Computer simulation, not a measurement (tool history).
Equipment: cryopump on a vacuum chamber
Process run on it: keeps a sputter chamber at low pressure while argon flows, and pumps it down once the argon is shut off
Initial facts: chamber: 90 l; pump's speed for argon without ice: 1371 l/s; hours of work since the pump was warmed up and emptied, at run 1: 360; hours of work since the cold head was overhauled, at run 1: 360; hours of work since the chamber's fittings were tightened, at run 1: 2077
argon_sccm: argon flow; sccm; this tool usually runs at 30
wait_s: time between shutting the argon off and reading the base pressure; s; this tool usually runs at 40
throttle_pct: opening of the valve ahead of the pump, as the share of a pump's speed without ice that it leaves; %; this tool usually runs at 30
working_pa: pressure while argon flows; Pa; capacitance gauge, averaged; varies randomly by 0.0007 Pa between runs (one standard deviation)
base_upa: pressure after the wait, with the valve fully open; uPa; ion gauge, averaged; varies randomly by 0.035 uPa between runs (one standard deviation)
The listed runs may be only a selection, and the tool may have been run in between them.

| run | hour | argon_sccm | wait_s | throttle_pct | hours of work since the pump was warmed up and emptied | hours of work since the cold head was overhauled | hours of work since the chamber's fittings were tightened | working_pa | base_upa |
|---|---|---|---|---|---|---|---|---|---|
| 1 | 0.0 | 30 | 40 | 30 | 360 | 360 | 2077 | 0.1281 | 4.80 |
| 2 | 10.5 | 30 | 40 | 30 | 368 | 368 | 2086 | 0.1283 | 4.76 |
| 3 | 18.6 | 30 | 40 | 30 | 375 | 375 | 2092 | 0.1281 | 4.90 |
| 4 | 36.7 | 30 | 40 | 30 | 389 | 389 | 2106 | 0.1281 | 4.85 |
| 5 | 51.1 | 30 | 261 | 30 | 401 | 401 | 2118 | 0.1284 | 3.47 |
| 6 | 64.7 | 30 | 261 | 30 | 411 | 411 | 2129 | 0.1296 | 3.46 |
| 7 | 75.0 | 30 | 261 | 30 | 420 | 420 | 2137 | 0.1299 | 3.52 |
| 8 | 95.0 | 29 | 261 | 30 | 435 | 435 | 2153 | 0.1248 | 3.47 |
| 9 | 103.5 | 30 | 40 | 30 | 442 | 442 | 2159 | 0.1284 | 4.93 |
| 10 | 122.7 | 30 | 40 | 30 | 458 | 458 | 2175 | 0.1277 | 5.02 |
| 11 | 139.9 | 30 | 40 | 49 | 471 | 471 | 2188 | 0.0818 | 5.05 |
| 12 | 147.9 | 18 | 40 | 21 | 477 | 477 | 2195 | 0.1100 | 5.08 |
| 13 | 156.4 | 18 | 40 | 21 | 484 | 484 | 2202 | 0.1090 | 4.95 |
| 14 | 174.6 | 28 | 64 | 34 | 499 | 499 | 2216 | 0.1083 | 4.39 |
| 15 | 192.7 | 13 | 225 | 25 | 513 | 513 | 2230 | 0.0662 | 3.73 |
| 16 | 202.9 | 30 | 242 | 17 | 521 | 521 | 2238 | 0.2240 | 3.81 |
| 17 | 213.2 | 30 | 242 | 17 | 529 | 529 | 2247 | 0.2261 | 3.88 |
| 18 | 229.3 | 58 | 55 | 39 | 542 | 542 | 2259 | 0.1969 | 4.68 |
| 19 | 248.9 | 15 | 23 | 18 | 558 | 558 | 2275 | 0.1059 | 6.64 |
| 20 | 263.2 | 15 | 23 | 18 | 569 | 569 | 2286 | 0.1073 | 6.55 |

Some steps in working_pa between neighbouring runs. How much of each would the tool show without its hidden state too (settings, what came in, random variation), and how much is left for the hidden state, with any gauge scatter that isn't in both results?
What the log doesn't record here: pump's speed, % of a pump's without ice; cold plate's temperature, K; leak into the chamber, uPa l/s; drift of the gauge itself on working_pa, %; drift of the gauge itself on base_upa, %.
Run 15 -> 16: argon_sccm 13 -> 30, wait_s 225 -> 242, throttle_pct 25 -> 17. working_pa +0.1578 Pa: hidden state +0.0040, all else +0.1538.
Run 17 -> 18: argon_sccm 30 -> 58, wait_s 242 -> 55, throttle_pct 17 -> 39. working_pa -0.0292 Pa: hidden state +0.0068, all else -0.0360.
Run 18 -> 19: argon_sccm 58 -> 15, wait_s 55 -> 23, throttle_pct 39 -> 18. working_pa -0.0910 Pa: hidden state -0.0101, all else -0.0809.
